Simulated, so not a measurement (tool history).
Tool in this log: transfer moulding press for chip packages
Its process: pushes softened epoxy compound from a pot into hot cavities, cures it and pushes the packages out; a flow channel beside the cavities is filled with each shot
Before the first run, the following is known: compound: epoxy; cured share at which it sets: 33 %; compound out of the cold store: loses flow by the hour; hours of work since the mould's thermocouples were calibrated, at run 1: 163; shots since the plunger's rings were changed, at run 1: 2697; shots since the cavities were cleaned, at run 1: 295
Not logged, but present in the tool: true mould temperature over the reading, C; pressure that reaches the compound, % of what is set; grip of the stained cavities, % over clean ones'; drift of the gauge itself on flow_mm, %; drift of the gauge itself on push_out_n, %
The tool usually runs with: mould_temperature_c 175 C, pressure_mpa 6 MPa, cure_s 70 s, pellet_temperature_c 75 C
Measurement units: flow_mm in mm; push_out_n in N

run,hour,mould_temperature_c,pressure_mpa,cure_s,pellet_temperature_c,hours of work since the mould's thermocouples were calibrated,shots since the plunger's rings were changed,shots since the cavities were cleaned,incoming compound's hours out of the cold store,flow_mm,push_out_n
1,0,175,6,70,75,163,2697,295,25,739,583
2,7.2,175,6,70,75,167,2798,396,43.9,674,594
3,20.3,175,6,70,75,174,2980,578,41.8,680,666
4,27.5,175,6,70,75,178,3081,679,23.4,726,681
5,38,175,6,70,75,184,3227,825,47.8,657,667
6,45.1,175,6,70,75,188,3326,924,24.2,710,713
7,52.2,175,6,70,75,192,3426,1024,14.2,743,713
# hour 62: cavities cleaned with cleaning compound and waxed
8,62,175,6,70,75,197,3542,0,25.5,726,476
9,74.4,175,6,70,75,204,3714,172,31.5,692,578
10,86.3,175,6,70,75,210,3881,339,8.4,765,682
11,99.1,182,6,70,75,217,4059,517,38.6,664,545
12,110,182,6,70,75,224,4212,670,29.2,682,565
13,115.9,182,6,70,75,227,4293,751,46.7,632,589
14,128.3,182,6,70,75,234,4467,925,38.8,655,584
15,137.5,181,6,67,74,239,4595,1053,15.7,723,615
# hour 146.1: cavities cleaned with cleaning compound and waxed
16,151.4,169,5.14,67,74,246,4768,74,28.5,647,848
17,157.8,167,6.06,70,75,250,4857,163,43.7,662,923
18,164.8,167,6.06,70,75,254,4955,261,33.1,695,964
# hour 170.9: plunger's sealing rings changed
19,178.2,175,5.45,70,83,260,102,413,44.7,674,594
20,189.2,175,5.45,70,83,266,255,566,31.9,714,647
21,195.6,181,7.13,92,78,270,345,656,30.2,798,559
22,204.5,173,7.13,92,72,275,469,780,13.4,870,590
23,216.7,173,7.13,92,72,281,640,951,37.1,788,600
24,227.4,173,7.13,92,73,287,789,1100,30.1,802,617
# hour 232.3: cavities cleaned with cleaning compound and waxed
25,234.7,173,7.13,92,73,291,870,34,45,758,425
26,240.8,173,7.13,92,73,294,954,118,37.7,774,465
27,253.3,179,7.13,77,73,301,1129,293,17.4,849,531
28,261.6,176,5.78,77,73,306,1245,409,18.2,756,586

Alternative continuations, all from the tool just after run 28; predict every row:
A,269,175,4.62,74,82,310,1348,512,29.5,?,?
B,269,176,4.61,77,65,310,1348,512,19.9,?,?
C,269,175,5.77,70,84,310,1348,512,13.8,?,?
D,269,168,5.78,73,74,310,1348,512,42.9,?,?
E,269,172,4.99,54,73,310,1348,512,43.4,?,?

run,flow_mm,push_out_n
A,651,607
B,672,597
C,779,647
D,695,894
E,633,1398
Without the tool's hidden state the same runs would have given:
run,flow_mm,push_out_n
A,666,420
B,687,414
C,797,446
D,712,616
E,648,961
